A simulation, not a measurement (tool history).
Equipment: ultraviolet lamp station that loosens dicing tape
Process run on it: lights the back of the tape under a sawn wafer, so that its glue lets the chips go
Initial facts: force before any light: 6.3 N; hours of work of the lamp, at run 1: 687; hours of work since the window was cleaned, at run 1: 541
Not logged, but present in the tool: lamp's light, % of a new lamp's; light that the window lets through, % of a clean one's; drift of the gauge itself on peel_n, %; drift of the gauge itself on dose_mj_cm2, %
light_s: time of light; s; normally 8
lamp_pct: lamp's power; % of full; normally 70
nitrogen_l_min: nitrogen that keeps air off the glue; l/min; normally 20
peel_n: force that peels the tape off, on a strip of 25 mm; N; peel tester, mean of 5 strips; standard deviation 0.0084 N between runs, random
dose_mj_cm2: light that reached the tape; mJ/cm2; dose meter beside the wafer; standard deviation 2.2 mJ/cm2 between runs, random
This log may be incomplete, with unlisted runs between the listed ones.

run   hour  light_s  lamp_pct  nitrogen_l_min  hours of work of the lamp  hours of work since the window was cleaned  peel_n  dose_mj_cm2
  1    0.0        8        70              20                        687                                         541   0.733          134
  2   24.0        8        70              20                        701                                         556   0.733          132
  3   65.8        8        70              20                        727                                         582   0.758          127
  4   86.1        8        70               7                        740                                         594   1.456          127
  5  127.5        8        70               7                        765                                         620   1.538          130
  6  159.9        8        70               8                        785                                         640   1.415          125
     167.9  -- window cleaned of glue's vapour
  7  194.2        8        70               8                        806                                          16   1.121          143
  8  234.9        8        70               8                        831                                          41   1.130          146
  9  266.8        8        70               8                        850                                          61   1.141          140
 10  288.0        8        70               8                        864                                          74   1.193          144
 11  307.2        8        70               8                        875                                          86   1.209          143
 12  325.7        8        70               8                        887                                          97   1.198          141
 13  352.5        8        70               8                        903                                         114   1.198          141
 14  377.7        8        70              20                        919                                         129   0.691          137
 15  395.8        8        70              20                        930                                         140   0.693          140
 16  431.0        8        70              20                        951                                         162   0.711          134
 17  466.0        8        70              20                        973                                         183   0.702          132
 18  491.9        8        70              20                        989                                         199   0.715          132

Expected results for the next run?
 19  529.4        8        84              20                       1012                                         222       ?            ?

peel_n: 0.506 N
dose_mj_cm2: 156 mJ/cm2
Take away the tool's hidden state, keep the run-to-run variation as it was, and the same run would have given peel_n 0.214 N, dose_mj_cm2 223 mJ/cm2.
